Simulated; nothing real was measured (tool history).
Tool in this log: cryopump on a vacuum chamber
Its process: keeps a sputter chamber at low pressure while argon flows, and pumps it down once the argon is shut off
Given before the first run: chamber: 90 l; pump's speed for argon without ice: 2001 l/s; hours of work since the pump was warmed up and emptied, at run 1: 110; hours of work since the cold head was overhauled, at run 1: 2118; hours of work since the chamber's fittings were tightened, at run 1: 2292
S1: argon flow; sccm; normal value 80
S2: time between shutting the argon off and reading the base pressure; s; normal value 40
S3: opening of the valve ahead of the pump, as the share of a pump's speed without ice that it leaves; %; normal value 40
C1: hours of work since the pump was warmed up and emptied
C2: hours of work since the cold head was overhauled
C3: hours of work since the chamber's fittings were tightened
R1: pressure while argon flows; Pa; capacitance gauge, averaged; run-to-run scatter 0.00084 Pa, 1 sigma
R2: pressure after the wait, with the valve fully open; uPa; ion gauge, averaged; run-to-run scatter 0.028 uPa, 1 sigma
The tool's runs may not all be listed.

Run 1, hour 0.0: usual settings; C1 110; C2 2118; C3 2292. Result: R1 0.1735 Pa, R2 2.41 uPa.
Run 2, hour 63.4: usual settings but S3 33 %; C1 161; C2 2169; C3 2343. Result: R1 0.2112 Pa, R2 2.50 uPa.
Run 3, hour 143.2: usual settings but S3 33 %; C1 225; C2 2233; C3 2407. Result: R1 0.2134 Pa, R2 2.50 uPa.
Run 4, hour 197.9: usual settings but S3 33 %; C1 269; C2 2277; C3 2451. Result: R1 0.2156 Pa, R2 2.60 uPa.
Run 5, hour 252.0: usual settings but S1 46 sccm; C1 312; C2 2320; C3 2494. Result: R1 0.1054 Pa, R2 2.57 uPa.
Run 6, hour 297.6: usual settings but S1 46 sccm; C1 349; C2 2357; C3 2531. Result: R1 0.1035 Pa, R2 2.70 uPa.
Run 7, hour 355.5: usual settings but S1 43 sccm; C1 395; C2 2403; C3 2577. Result: R1 0.0981 Pa, R2 2.71 uPa.
Run 8, hour 408.7: usual settings but S1 43 sccm; C1 438; C2 2446; C3 2620. Result: R1 0.0995 Pa, R2 2.78 uPa.
Run 9, hour 459.8: usual settings but S2 21 s; C1 479; C2 2487; C3 2661. Result: R1 0.1871 Pa, R2 3.82 uPa.
Run 10, hour 507.4: usual settings but S2 21 s, S3 46 %; C1 517; C2 2525; C3 2699. Result: R1 0.1658 Pa, R2 4.00 uPa.
Run 11, hour 555.5: usual settings but S3 18 %; C1 555; C2 2564; C3 2738. Result: R1 0.3946 Pa, R2 2.88 uPa.
Run 12, hour 609.1: usual settings but S3 18 %; C1 598; C2 2607; C3 2781. Result: R1 0.3959 Pa, R2 3.01 uPa.
At hour 644.0: pump warmed up, emptied and cooled again.
Run 13, hour 681.7: usual settings but S3 18 %; C1 30; C2 2661; C3 2835. Result: R1 0.3777 Pa, R2 2.63 uPa.
Run 14, hour 740.2: usual settings but S3 44 %; C1 77; C2 2708; C3 2882. Result: R1 0.1573 Pa, R2 2.66 uPa.
Run 15, hour 819.6: usual settings but S1 149 sccm, S3 54 %; C1 141; C2 2771; C3 2945. Result: R1 0.2443 Pa, R2 2.67 uPa.
Run 16, hour 868.6: usual settings but S1 149 sccm, S3 54 %; C1 180; C2 2811; C3 2985. Result: R1 0.2467 Pa, R2 2.67 uPa.
Run 17, hour 933.7: usual settings but S1 149 sccm, S3 54 %; C1 232; C2 2863; C3 3037. Result: R1 0.2508 Pa, R2 2.83 uPa.
Run 18, hour 976.5: usual settings but S1 96 sccm, S2 62 s, S3 33 %; C1 267; C2 2897; C3 3071. Result: R1 0.2555 Pa, R2 2.48 uPa.
At hour 1005.6: leaking fittings of the chamber tightened, without venting.
Run 19, hour 1056.4: usual settings but S1 38 sccm, S2 82 s, S3 28 %; C1 329; C2 2960; C3 41. Result: R1 0.1199 Pa, R2 0.84 uPa.
Run 20, hour 1111.1: usual settings but S1 158 sccm, S2 38 s, S3 50 %; C1 373; C2 3004; C3 85. Result: R1 0.2923 Pa, R2 1.53 uPa.
Run 21, hour 1166.3: usual settings but S1 72 sccm, S2 38 s, S3 37 %; C1 417; C2 3048; C3 129. Result: R1 0.1780 Pa, R2 1.49 uPa.
Run 22, hour 1233.1: usual settings but S1 72 sccm, S2 38 s, S3 37 %; C1 471; C2 3102; C3 182. Result: R1 0.1798 Pa, R2 1.55 uPa.
Run 23, hour 1283.4: usual settings but S1 72 sccm, S2 38 s, S3 37 %; C1 511; C2 3142; C3 223. Result: R1 0.1821 Pa, R2 1.60 uPa.
Run 24, hour 1338.8: usual settings but S1 57 sccm, S2 197 s, S3 37 %; C1 556; C2 3186; C3 267. Result: R1 0.1455 Pa, R2 0.68 uPa.
Run 25, hour 1378.7: usual settings but S1 43 sccm, S2 41 s, S3 28 %; C1 588; C2 3218; C3 299. Result: R1 0.1412 Pa, R2 1.55 uPa.
At hour 1425.0: pump warmed up, emptied and cooled again.
Run 26, hour 1460.6: usual settings but S1 43 sccm, S2 41 s, S3 28 %; C1 29; C2 3280; C3 361. Result: R1 0.1298 Pa, R2 1.45 uPa.
Run 27, hour 1504.3: usual settings but S1 49 sccm, S2 41 s, S3 28 %; C1 64; C2 3315; C3 396. Result: R1 0.1498 Pa, R2 1.55 uPa.
Run 28, hour 1570.9: usual settings but S1 49 sccm, S2 41 s, S3 28 %; C1 117; C2 3369; C3 449. Result: R1 0.1501 Pa, R2 1.56 uPa.

Predict each of these 4 candidate next runs independently; none follows another, all start after run 28:
Run A, hour 1624.4: usual settings but S1 49 sccm, S2 112 s, S3 37 %; C1 160; C2 3411; C3 492. Result: R1 ?, R2 ?.
Run B, hour 1624.4: usual settings but S1 49 sccm, S2 41 s, S3 27 %; C1 160; C2 3411; C3 492. Result: R1 ?, R2 ?.
Run C, hour 1624.4: usual settings but S1 49 sccm, S2 41 s, S3 25 %; C1 160; C2 3411; C3 492. Result: R1 ?, R2 ?.
Run D, hour 1624.4: usual settings but S1 74 sccm, S2 41 s, S3 43 %; C1 160; C2 3411; C3 492. Result: R1 ?, R2 ?.

run      R1    R2
  A  0.1161  0.84
  B  0.1585  1.60
  C  0.1696  1.55
  D  0.1511  1.62
What these runs would have given with no unlogged condition in the tool:
run      R1    R2
  A  0.1120  0.54
  B  0.1543  1.28
  C  0.1654  1.24
  D  0.1448  1.30
